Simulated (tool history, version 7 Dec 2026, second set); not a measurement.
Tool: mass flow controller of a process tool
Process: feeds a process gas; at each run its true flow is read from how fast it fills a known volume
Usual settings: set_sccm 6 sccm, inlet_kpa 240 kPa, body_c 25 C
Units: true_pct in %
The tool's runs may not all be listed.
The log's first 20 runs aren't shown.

run    hour  set_sccm  inlet_kpa  body_c  true_pct
 21    2071         6        240      25    100.57
 22  2197.7        17        240      22    102.27
 23  2260.8        17        257      22     102.3
 24  2360.3         3        240      27     99.07
 25  2436.2         6        176      25     100.3
 26  2541.7         5        240      36     99.43
 27  2603.6         7        180      38     99.42
 28  2732.4         7        180      37     99.54
 29    2837         6        240      36     99.76
 30  2949.4         6        240      36     99.76
 31  3073.9         2        240      25     97.76
 32  3222.1         6        210      38     99.54
 33  3373.7        13        240      21    102.25
 34  3513.7        13        269      21    102.49
 35  3589.3        13        168      28    101.23
 36  3730.6        13        168      28    101.37
 37  3840.6         5        240      25    100.61
 38  3912.9         9        232      24    101.47
 39  3991.2         9        232      24    101.54
 40  4123.1         9        232      24    101.62

3 ways to go on from here, each from the tool as it stands after run 40. What would each give?
  A  4247.4         7        156      24         ?
  B  4247.4         5        232      25         ?
  C  4247.4         6        240      23         ?

run  true_pct
  A     100.9
  B    100.63
  C    100.97
Without the tool's hidden state the same runs would have given:
run  true_pct
  A     99.44
  B     99.71
  C     99.73
